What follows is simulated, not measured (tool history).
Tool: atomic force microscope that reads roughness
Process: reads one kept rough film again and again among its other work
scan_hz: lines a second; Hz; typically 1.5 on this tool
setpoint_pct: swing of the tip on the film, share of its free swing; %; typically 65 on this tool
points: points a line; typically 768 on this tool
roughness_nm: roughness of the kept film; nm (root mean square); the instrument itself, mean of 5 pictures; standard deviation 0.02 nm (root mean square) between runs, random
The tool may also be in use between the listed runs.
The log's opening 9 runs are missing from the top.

run	day	scan_hz	setpoint_pct	points	roughness_nm
10	13.333	1.92	77	768	3.784
# day 14.333: new tip fitted
11	14.708	1.5	65	661	4.691
12	16.525	1.5	90	768	3.895
13	17.846	1.5	90	768	3.832
14	19.083	1.5	90	768	3.804
# day 19.238: height scale calibrated on a step standard
15	20.029	1.5	65	768	4.402
16	21.925	1.5	65	359	4.303
17	23.288	1.5	65	359	4.249
# day 23.792: height scale calibrated on a step standard, once more
18	24.925	0.51	65	768	4.412
# day 25.95: new tip fitted
19	26.279	0.51	86	468	4.748
20	27.567	3.33	82	671	3.557
21	29.379	1.5	65	823	4.626
22	31.375	0.56	82	768	4.509
23	32.629	0.56	66	422	4.592
24	34.683	2.91	65	286	4.025
25	36.096	2.91	65	286	3.963
26	37.1	1.38	89	768	3.677
# day 37.533: new tip fitted
27	39.125	2.07	89	794	3.717
28	41.096	2.42	65	768	4.368
29	42.7	2.62	88	542	3.36
30	44.675	1.09	69	611	4.377
31	46.021	1.09	69	611	4.331
32	47.729	0.92	58	701	4.392
33	48.75	1.13	58	271	4.275

Predict each of these 3 candidate next runs independently; none follows another, all start after run 33:
# day 49.096: new tip fitted
A	50.604	3.16	74	271	?
# day 49.096: new tip fitted
B	50.604	1.12	70	463	?
# day 49.096: new tip fitted
C	50.604	2.85	85	336	?

run	roughness_nm
A	3.89
B	4.644
C	3.507
Without the tool's unlogged condition, the same runs would have read:
run	roughness_nm
A	4.005
B	4.781
C	3.611
